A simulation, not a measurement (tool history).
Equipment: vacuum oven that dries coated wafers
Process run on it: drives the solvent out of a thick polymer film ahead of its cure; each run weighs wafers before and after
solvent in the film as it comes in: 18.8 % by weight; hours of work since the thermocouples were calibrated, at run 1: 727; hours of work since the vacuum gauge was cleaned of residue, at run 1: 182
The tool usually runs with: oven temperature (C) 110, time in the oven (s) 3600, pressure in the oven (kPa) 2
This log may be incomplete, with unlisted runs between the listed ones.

run,hour,oven temperature (C),time in the oven (s),pressure in the oven (kPa),hours of work since the thermocouples were calibrated,hours of work since the vacuum gauge was cleaned of residue,solvent left in the film (%)
1,0,110,3600,2,727,182,2.963
2,21.4,110,3600,2,742,197,2.946
3,44,110,3600,2,758,212,2.964
4,74.7,110,3600,2,779,233,2.956
5,95.7,110,3600,2,793,248,2.947
6,123.2,118,3600,2,812,267,2.023
7,144,118,3600,2,826,281,2.009
8,157.4,118,3600,2,836,290,2.005
9,181.5,100,3600,2,852,307,5.05
10,208.9,110,3360,2,871,326,3.047
11,238.8,110,3360,2,892,346,3.048
12,261.4,110,3600,2,907,362,2.944
13,283.3,110,3600,1.87,922,377,2.779
14,310.8,110,3600,1.87,941,396,2.77
15,335.9,110,3600,1.87,958,413,2.764
16,365.4,120,3600,1.87,979,433,1.726
17,390.5,111,3600,2,996,450,2.792
18,413.3,111,3600,2,1012,466,2.775
19,426.8,111,3600,2,1021,475,2.775
20,448.7,111,3600,5.35,1036,490,6.605
21,477.6,111,3600,5.35,1056,510,6.61
22,504.9,110,3600,2,1075,529,2.91
23,528.2,110,3600,2,1091,545,2.906
24,544.4,110,3600,2,1102,556,2.919
25,565.6,115,4740,5.43,1116,571,5.633
26,588.5,110,3600,2.67,1132,587,3.685
# hour 593.3: oven's thermocouples calibrated
27,611.9,121,2100,2,13,601,2.22
28,628.8,121,2100,2,24,613,2.236
29,658.2,98,3600,2.78,45,633,6.653
30,674.2,104,3600,1.37,56,644,3.064
# hour 696.7: oven's thermocouples calibrated, once more
31,705.3,104,3960,2,6,664,4.132
32,729.4,110,3600,6.09,23,681,8.167
33,753.4,110,5220,2.27,39,697,3.083
34,776.1,111,2280,3.63,55,713,5.918
35,798.5,119,2040,1.11,70,728,2.078
36,821.3,119,5640,2,86,744,1.934
37,836,118,3780,3.46,96,754,3.516
38,852.7,122,3600,3.03,107,766,2.683
39,880.4,122,3600,3.03,126,785,2.697
40,907.7,122,3720,5.29,145,804,4.582
41,926.2,113,2520,3.13,158,816,4.612
42,942.4,98,2220,3.07,169,827,9.429
43,958.2,116,2160,3.07,180,838,4.242
44,980.1,116,2160,3.07,195,853,4.249
45,998.5,116,2160,3.07,208,866,4.246
46,1019.3,116,2160,3.07,222,880,4.268
47,1037.6,116,2160,3.07,234,893,4.228

Consider 4 possible next runs. They are alternatives, not a sequence: every one starts from the tool as it was left by run 47. What does each give?
A,1056.2,110,3600,5.52,247,906,?
B,1056.2,123,2160,2.32,247,906,?
C,1056.2,118,2220,7.28,247,906,?
D,1056.2,100,2160,3.07,247,906,?

run,solvent left in the film (%)
A,7.409
B,2.402
C,7.619
D,8.798
Had the tool no hidden state, the same runs would have come out as:
run,solvent left in the film (%)
A,7.394
B,2.372
C,7.629
D,8.787
